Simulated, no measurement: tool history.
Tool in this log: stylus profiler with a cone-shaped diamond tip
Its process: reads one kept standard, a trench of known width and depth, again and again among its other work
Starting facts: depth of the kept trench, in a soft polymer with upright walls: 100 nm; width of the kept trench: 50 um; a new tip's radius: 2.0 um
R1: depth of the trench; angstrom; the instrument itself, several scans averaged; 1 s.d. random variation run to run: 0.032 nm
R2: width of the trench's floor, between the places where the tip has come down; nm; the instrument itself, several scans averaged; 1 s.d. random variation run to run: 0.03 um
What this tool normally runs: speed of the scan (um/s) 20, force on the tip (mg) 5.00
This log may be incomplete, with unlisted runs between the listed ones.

run 1 day=0.000 | speed_of_the_scan_(um/s)=20 force_on_the_tip_(mg)=5.00 | R1=1022.5 R2=48320
run 2 day=0.412 | speed_of_the_scan_(um/s)=20 force_on_the_tip_(mg)=5.00 | R1=1022.1 R2=48330
run 3 day=1.025 | speed_of_the_scan_(um/s)=20 force_on_the_tip_(mg)=5.00 | R1=1022.0 R2=48230
run 4 day=1.700 | speed_of_the_scan_(um/s)=20 force_on_the_tip_(mg)=5.00 | R1=1022.7 R2=48270
run 5 day=2.450 | speed_of_the_scan_(um/s)=67 force_on_the_tip_(mg)=5.00 | R1=1021.6 R2=48130
run 6 day=3.029 | speed_of_the_scan_(um/s)=67 force_on_the_tip_(mg)=5.00 | R1=1022.1 R2=48240
run 7 day=3.804 | speed_of_the_scan_(um/s)=27 force_on_the_tip_(mg)=5.00 | R1=1021.7 R2=48220
run 8 day=4.450 | speed_of_the_scan_(um/s)=7 force_on_the_tip_(mg)=5.00 | R1=1022.4 R2=48280
run 9 day=4.796 | speed_of_the_scan_(um/s)=7 force_on_the_tip_(mg)=5.00 | R1=1022.3 R2=48250
run 10 day=5.592 | speed_of_the_scan_(um/s)=7 force_on_the_tip_(mg)=5.00 | R1=1022.4 R2=48200
run 11 day=5.962 | speed_of_the_scan_(um/s)=7 force_on_the_tip_(mg)=5.00 | R1=1022.5 R2=48320
run 12 day=6.400 | speed_of_the_scan_(um/s)=5 force_on_the_tip_(mg)=5.00 | R1=1022.2 R2=48200
run 13 day=7.092 | speed_of_the_scan_(um/s)=12 force_on_the_tip_(mg)=5.38 | R1=1023.5 R2=48230
run 14 day=7.738 | speed_of_the_scan_(um/s)=20 force_on_the_tip_(mg)=6.65 | R1=1026.8 R2=48210
run 15 day=8.404 | speed_of_the_scan_(um/s)=68 force_on_the_tip_(mg)=5.10 | R1=1022.9 R2=48160
run 16 day=9.012 | speed_of_the_scan_(um/s)=68 force_on_the_tip_(mg)=8.32 | R1=1030.8 R2=48130

Run 17, settings as shown, results not yet in. Your forecast:
run 17 day=9.758 | speed_of_the_scan_(um/s)=68 force_on_the_tip_(mg)=8.32 | R1=? R2=?

Run 17 yielded R1 1030.3 angstrom, R2 48180 nm.
With the hidden condition absent and the run-to-run variation left alone, this run would have shown R1 1028.3 angstrom, R2 48690 nm.

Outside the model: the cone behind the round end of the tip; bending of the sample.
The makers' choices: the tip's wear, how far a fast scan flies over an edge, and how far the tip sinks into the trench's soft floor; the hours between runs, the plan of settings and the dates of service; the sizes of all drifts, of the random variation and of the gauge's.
